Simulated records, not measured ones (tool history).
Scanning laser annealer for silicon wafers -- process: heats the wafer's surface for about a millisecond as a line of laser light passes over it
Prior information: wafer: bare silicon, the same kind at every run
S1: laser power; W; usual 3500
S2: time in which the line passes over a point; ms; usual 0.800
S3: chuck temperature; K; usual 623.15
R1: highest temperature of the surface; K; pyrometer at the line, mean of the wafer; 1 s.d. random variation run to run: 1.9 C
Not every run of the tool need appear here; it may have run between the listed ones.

| run | hour | S1 | S2 | S3 | R1 |
|---|---|---|---|---|---|
| 1 | 0.0 | 3500 | 0.800 | 623.15 | 1446.15 |
| 2 | 38.1 | 3588 | 0.800 | 623.15 | 1461.15 |
| 3 | 80.2 | 3588 | 0.800 | 623.15 | 1459.15 |
| 4 | 125.5 | 3588 | 0.800 | 623.15 | 1456.15 |
| 5 | 157.9 | 3588 | 0.800 | 623.15 | 1461.15 |
| 6 | 207.5 | 3588 | 0.800 | 623.15 | 1458.15 |
| 7 | 235.3 | 3588 | 0.800 | 623.15 | 1458.15 |
| 8 | 271.5 | 3057 | 0.826 | 623.15 | 1337.15 |
| 9 | 318.4 | 3057 | 0.826 | 623.15 | 1340.15 |
| 10 | 360.6 | 3094 | 0.800 | 648.15 | 1359.15 |
| 11 | 386.2 | 3143 | 0.984 | 615.15 | 1404.15 |
| 12 | 420.6 | 3143 | 0.984 | 615.15 | 1407.15 |

Measured result minus the same run's result without the hidden state. Both carry the same run-to-run variation, though not necessarily the same gauge scatter:
What the log doesn't record here: light that passes the window, % of a clean one's; laser's true power over the reading, %; width of the line over the set one, %; drift of the gauge itself on peak_c, C.
| run | R1 |
|---|---|
| 1 | -11.00 |
| 2 | -13.00 |
| 3 | -15.00 |
| 4 | -16.00 |
| 5 | -17.00 |
| 6 | -19.00 |
| 7 | -19.00 |
| 8 | -17.00 |
| 9 | -19.00 |
| 10 | -20.00 |
| 11 | -24.00 |
| 12 | -25.00 |

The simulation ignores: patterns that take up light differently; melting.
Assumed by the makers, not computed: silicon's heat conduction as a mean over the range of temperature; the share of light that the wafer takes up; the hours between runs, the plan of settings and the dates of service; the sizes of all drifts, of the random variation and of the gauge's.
